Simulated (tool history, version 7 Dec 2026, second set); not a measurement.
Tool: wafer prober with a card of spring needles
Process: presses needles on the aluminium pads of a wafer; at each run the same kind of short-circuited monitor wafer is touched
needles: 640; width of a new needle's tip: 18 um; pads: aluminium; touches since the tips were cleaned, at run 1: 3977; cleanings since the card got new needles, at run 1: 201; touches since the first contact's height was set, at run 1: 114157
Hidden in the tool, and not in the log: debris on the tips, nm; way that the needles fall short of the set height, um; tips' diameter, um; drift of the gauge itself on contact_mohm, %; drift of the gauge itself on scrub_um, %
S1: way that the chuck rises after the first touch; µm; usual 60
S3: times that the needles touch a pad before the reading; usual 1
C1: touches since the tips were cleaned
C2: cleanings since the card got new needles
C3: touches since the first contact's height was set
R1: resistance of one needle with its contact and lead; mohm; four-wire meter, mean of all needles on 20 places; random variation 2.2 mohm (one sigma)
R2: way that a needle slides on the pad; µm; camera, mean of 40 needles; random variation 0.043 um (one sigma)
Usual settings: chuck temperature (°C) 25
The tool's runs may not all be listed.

run 1 day=0.000 | S1=60 chuck_temperature_(°C)=25 S3=1 | C1=3977 C2=201 C3=114157 | R1=326 R2=12.04
-- day=0.233 tips cleaned on abrasive film
-- day=0.692 tips cleaned on abrasive film
-- day=1.262 tips cleaned on abrasive film
-- day=1.833 tips cleaned on abrasive film
-- day=2.292 tips cleaned on abrasive film
-- day=2.862 tips cleaned on abrasive film
-- day=3.438 tips cleaned on abrasive film
run 2 day=3.554 | S1=60 chuck_temperature_(°C)=25 S3=1 | C1=1620 C2=208 C3=162331 | R1=293 R2=11.74
-- day=3.900 tips cleaned on abrasive film
-- day=4.025 height of the first contact set anew
-- day=4.483 tips cleaned on abrasive film
-- day=5.054 tips cleaned on abrasive film
run 3 day=5.304 | S1=60 chuck_temperature_(°C)=25 S3=1 | C1=3388 C2=211 C3=17354 | R1=328 R2=11.64
-- day=5.533 tips cleaned on abrasive film
-- day=5.992 tips cleaned on abrasive film
-- day=6.567 tips cleaned on abrasive film
-- day=7.138 tips cleaned on abrasive film
-- day=7.596 tips cleaned on abrasive film
-- day=8.167 tips cleaned on abrasive film
run 4 day=8.192 | S1=60 chuck_temperature_(°C)=51 S3=1 | C1=322 C2=217 C3=56470 | R1=278 R2=11.41
-- day=8.650 tips cleaned on abrasive film
-- day=9.108 tips cleaned on abrasive film
-- day=9.683 tips cleaned on abrasive film
-- day=10.254 tips cleaned on abrasive film
-- day=10.825 tips cleaned on abrasive film
-- day=11.396 tips cleaned on abrasive film
run 5 day=11.700 | S1=60 chuck_temperature_(°C)=51 S3=1 | C1=4156 C2=223 C3=104081 | R1=335 R2=11.29
-- day=11.933 tips cleaned on abrasive film
-- day=12.504 tips cleaned on abrasive film
-- day=13.079 tips cleaned on abrasive film
-- day=13.650 tips cleaned on abrasive film
-- day=14.221 tips cleaned on abrasive film
-- day=14.792 tips cleaned on abrasive film
-- day=15.367 tips cleaned on abrasive film
run 6 day=15.608 | S1=60 chuck_temperature_(°C)=51 S3=1 | C1=3301 C2=230 C3=157040 | R1=341 R2=11.13
-- day=15.838 tips cleaned on abrasive film
-- day=16.408 tips cleaned on abrasive film
-- day=16.538 height of the first contact set anew
-- day=16.883 tips cleaned on abrasive film
-- day=17.454 tips cleaned on abrasive film
-- day=18.025 tips cleaned on abrasive film
-- day=18.596 tips cleaned on abrasive film
-- day=19.171 tips cleaned on abrasive film
run 7 day=19.346 | S1=60 chuck_temperature_(°C)=98 S3=1 | C1=2415 C2=237 C3=38108 | R1=321 R2=12.26
-- day=19.692 tips cleaned on abrasive film
-- day=20.262 tips cleaned on abrasive film
-- day=20.388 height of the first contact set anew, once more
-- day=20.733 tips cleaned on abrasive film
-- day=21.308 tips cleaned on abrasive film
-- day=21.879 tips cleaned on abrasive film
-- day=22.450 tips cleaned on abrasive film
-- day=23.021 tips cleaned on abrasive film
run 8 day=23.317 | S1=60 chuck_temperature_(°C)=98 S3=2 | C1=3987 C2=244 C3=39679 | R1=317 R2=12.28
-- day=23.546 tips cleaned on abrasive film
-- day=24.004 tips cleaned on abrasive film
-- day=24.575 tips cleaned on abrasive film
-- day=25.150 tips cleaned on abrasive film
-- day=25.608 tips cleaned on abrasive film
run 9 day=25.729 | S1=60 chuck_temperature_(°C)=98 S3=2 | C1=1654 C2=249 C3=72370 | R1=297 R2=12.12
-- day=26.071 tips cleaned on abrasive film
-- day=26.529 tips cleaned on abrasive film
-- day=26.988 tips cleaned on abrasive film
-- day=27.562 tips cleaned on abrasive film
-- day=28.133 tips cleaned on abrasive film
run 10 day=28.242 | S1=60 chuck_temperature_(°C)=51 S3=1 | C1=1492 C2=254 C3=106439 | R1=311 R2=12.01
-- day=28.700 tips cleaned on abrasive film
-- day=29.158 tips cleaned on abrasive film
-- day=29.617 tips cleaned on abrasive film
-- day=30.117 card fitted with new needles
-- day=30.692 tips cleaned on abrasive film
run 11 day=30.962 | S1=60 chuck_temperature_(°C)=25 S3=1 | C1=3746 C2=1 C3=11505 | R1=288 R2=12.36
-- day=31.196 tips cleaned on abrasive film
-- day=31.654 tips cleaned on abrasive film
-- day=32.225 tips cleaned on abrasive film
-- day=32.800 tips cleaned on abrasive film
-- day=33.371 tips cleaned on abrasive film
run 12 day=33.742 | S1=43 chuck_temperature_(°C)=25 S3=1 | C1=5045 C2=6 C3=49137 | R1=324 R2=8.77
-- day=33.858 tips cleaned on abrasive film
-- day=34.429 tips cleaned on abrasive film
-- day=35.000 tips cleaned on abrasive film
-- day=35.575 tips cleaned on abrasive film
-- day=36.146 tips cleaned on abrasive film
-- day=36.604 tips cleaned on abrasive film
-- day=37.112 tips cleaned on abrasive film
run 13 day=37.112 | S1=79 chuck_temperature_(°C)=25 S3=3 | C1=0 C2=13 C3=94814 | R1=251 R2=16.13
-- day=37.571 tips cleaned on abrasive film
-- day=38.029 tips cleaned on abrasive film
-- day=38.600 tips cleaned on abrasive film
-- day=39.175 tips cleaned on abrasive film
-- day=39.746 tips cleaned on abrasive film
-- day=40.317 tips cleaned on abrasive film
run 14 day=40.729 | S1=79 chuck_temperature_(°C)=25 S3=3 | C1=5633 C2=19 C3=143899 | R1=259 R2=15.84
-- day=40.846 tips cleaned on abrasive film
-- day=41.421 tips cleaned on abrasive film
-- day=41.992 tips cleaned on abrasive film
-- day=42.450 tips cleaned on abrasive film
-- day=42.575 height of the first contact set anew
-- day=43.033 tips cleaned on abrasive film
-- day=43.608 tips cleaned on abrasive film
-- day=44.179 tips cleaned on abrasive film
run 15 day=44.308 | S1=79 chuck_temperature_(°C)=25 S3=3 | C1=1751 C2=26 C3=23477 | R1=255 R2=16.23
-- day=44.654 tips cleaned on abrasive film
-- day=45.225 tips cleaned on abrasive film
-- day=45.796 tips cleaned on abrasive film
-- day=46.254 tips cleaned on abrasive film
-- day=46.825 tips cleaned on abrasive film
-- day=47.288 tips cleaned on abrasive film
-- day=47.858 tips cleaned on abrasive film
-- day=48.429 tips cleaned on abrasive film
run 16 day=48.500 | S1=79 chuck_temperature_(°C)=25 S3=3 | C1=977 C2=34 C3=80322 | R1=253 R2=16.09
-- day=48.958 tips cleaned on abrasive film
-- day=49.417 tips cleaned on abrasive film
-- day=49.992 tips cleaned on abrasive film
-- day=50.562 tips cleaned on abrasive film
-- day=51.021 tips cleaned on abrasive film
-- day=51.592 tips cleaned on abrasive film
run 17 day=51.804 | S1=72 chuck_temperature_(°C)=25 S3=2 | C1=2913 C2=40 C3=125135 | R1=265 R2=14.47
-- day=52.150 tips cleaned on abrasive film
-- day=52.725 tips cleaned on abrasive film
-- day=53.183 tips cleaned on abrasive film
-- day=53.754 tips cleaned on abrasive film
-- day=54.325 tips cleaned on abrasive film
-- day=54.838 tips cleaned on abrasive film
run 18 day=54.838 | S1=60 chuck_temperature_(°C)=122 S3=1 | C1=0 C2=46 C3=166208 | R1=288 R2=11.80
-- day=55.079 height of the first contact set anew
-- day=55.308 tips cleaned on abrasive film
-- day=55.879 tips cleaned on abrasive film
-- day=56.454 tips cleaned on abrasive film
-- day=57.025 tips cleaned on abrasive film
-- day=57.596 tips cleaned on abrasive film
run 19 day=57.742 | S1=56 chuck_temperature_(°C)=122 S3=3 | C1=1991 C2=51 C3=36132 | R1=291 R2=11.47
-- day=58.088 tips cleaned on abrasive film
-- day=58.546 tips cleaned on abrasive film
-- day=59.117 tips cleaned on abrasive film
-- day=59.575 tips cleaned on abrasive film
-- day=60.088 tips cleaned on abrasive film
run 20 day=60.088 | S1=56 chuck_temperature_(°C)=122 S3=3 | C1=0 C2=56 C3=67903 | R1=281 R2=11.37
-- day=60.546 tips cleaned on abrasive film
-- day=61.121 tips cleaned on abrasive film
-- day=61.692 tips cleaned on abrasive film
-- day=62.150 tips cleaned on abrasive film
run 21 day=62.454 | S1=60 chuck_temperature_(°C)=110 S3=3 | C1=4170 C2=60 C3=100008 | R1=292 R2=12.05
-- day=62.688 tips cleaned on abrasive film
-- day=63.258 tips cleaned on abrasive film
-- day=63.829 tips cleaned on abrasive film
-- day=64.404 tips cleaned on abrasive film
-- day=64.862 tips cleaned on abrasive film
-- day=65.433 tips cleaned on abrasive film
run 22 day=65.783 | S1=60 chuck_temperature_(°C)=110 S3=3 | C1=4786 C2=66 C3=145143 | R1=292 R2=11.99

Forecast each of these 3 alternatives for the next run:
-- day=65.900 tips cleaned on abrasive film
-- day=66.358 tips cleaned on abrasive film
-- day=66.933 tips cleaned on abrasive film
-- day=67.392 tips cleaned on abrasive film
-- day=67.629 height of the first contact set anew
-- day=67.975 tips cleaned on abrasive film
run A day=67.983 | S1=79 chuck_temperature_(°C)=110 S3=3 | C1=84 C2=71 C3=4740 | R1=? R2=?
-- day=65.900 tips cleaned on abrasive film
-- day=66.358 tips cleaned on abrasive film
-- day=66.933 tips cleaned on abrasive film
-- day=67.392 tips cleaned on abrasive film
-- day=67.629 height of the first contact set anew
-- day=67.975 tips cleaned on abrasive film
run B day=67.983 | S1=54 chuck_temperature_(°C)=110 S3=3 | C1=84 C2=71 C3=4740 | R1=? R2=?
-- day=65.900 tips cleaned on abrasive film
-- day=66.358 tips cleaned on abrasive film
-- day=66.933 tips cleaned on abrasive film
-- day=67.392 tips cleaned on abrasive film
-- day=67.629 height of the first contact set anew
-- day=67.975 tips cleaned on abrasive film
run C day=67.983 | S1=60 chuck_temperature_(°C)=110 S3=2 | C1=84 C2=71 C3=4740 | R1=? R2=?

run=A R1=271 R2=16.40
run=B R1=278 R2=11.22
run=C R1=277 R2=12.39
Without the tool's hidden state the same runs would have given:
run=A R1=269 R2=16.43
run=B R1=274 R2=11.25
run=C R1=272 R2=12.42

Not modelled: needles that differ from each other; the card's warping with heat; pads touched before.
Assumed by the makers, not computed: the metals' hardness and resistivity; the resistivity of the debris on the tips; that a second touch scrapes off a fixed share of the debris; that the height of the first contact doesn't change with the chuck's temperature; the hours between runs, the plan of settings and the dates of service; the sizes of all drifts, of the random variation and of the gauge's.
